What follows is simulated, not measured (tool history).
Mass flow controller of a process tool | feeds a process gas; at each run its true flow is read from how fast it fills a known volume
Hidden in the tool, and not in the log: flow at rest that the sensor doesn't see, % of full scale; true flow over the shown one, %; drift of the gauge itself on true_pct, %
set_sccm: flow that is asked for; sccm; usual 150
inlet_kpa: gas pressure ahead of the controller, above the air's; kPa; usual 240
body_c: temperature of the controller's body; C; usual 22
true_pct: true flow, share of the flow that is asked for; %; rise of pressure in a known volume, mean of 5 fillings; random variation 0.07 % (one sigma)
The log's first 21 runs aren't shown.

| run | hour | set_sccm | inlet_kpa | body_c | hours of work since the controller was set to zero | hours of work since the controller was changed | true_pct |
|---|---|---|---|---|---|---|---|
|  | 9383.3 | controller's zero set anew |
| 22 | 9448 | 150 | 240 | 32 | 42 | 10873 | 94.28 |
| 23 | 9704.9 | 170 | 240 | 32 | 210 | 11041 | 94.25 |
|  | 9985.6 | controller exchanged for a calibrated one |
| 24 | 10199.4 | 170 | 240 | 32 | 140 | 140 | 97.45 |
| 25 | 10656.3 | 64 | 143 | 28 | 439 | 439 | 96.99 |
| 26 | 11192.1 | 64 | 143 | 22 | 789 | 789 | 96.78 |
| 27 | 11677 | 64 | 143 | 22 | 1106 | 1106 | 96.25 |
| 28 | 11933.9 | 317 | 192 | 22 | 1274 | 1274 | 98.65 |
| 29 | 12302.7 | 317 | 192 | 22 | 1515 | 1515 | 98.61 |
| 30 | 12684.6 | 257 | 274 | 36 | 1765 | 1765 | 96.42 |
| 31 | 13261.3 | 150 | 155 | 22 | 2142 | 2142 | 96.75 |
| 32 | 13549.6 | 328 | 161 | 23 | 2330 | 2330 | 98.19 |
| 33 | 14131 | 328 | 161 | 23 | 2710 | 2710 | 97.92 |
| 34 | 14617.9 | 150 | 240 | 32 | 3029 | 3029 | 94.7 |
| 35 | 15067.3 | 104 | 240 | 30 | 3323 | 3323 | 93.56 |

Forecast run 36:
| 36 | 15496.1 | 104 | 240 | 30 | 3603 | 3603 | ? |

true_pct: 93.14 %
Without the tool's hidden state the same run would have given true_pct 97.39 %.

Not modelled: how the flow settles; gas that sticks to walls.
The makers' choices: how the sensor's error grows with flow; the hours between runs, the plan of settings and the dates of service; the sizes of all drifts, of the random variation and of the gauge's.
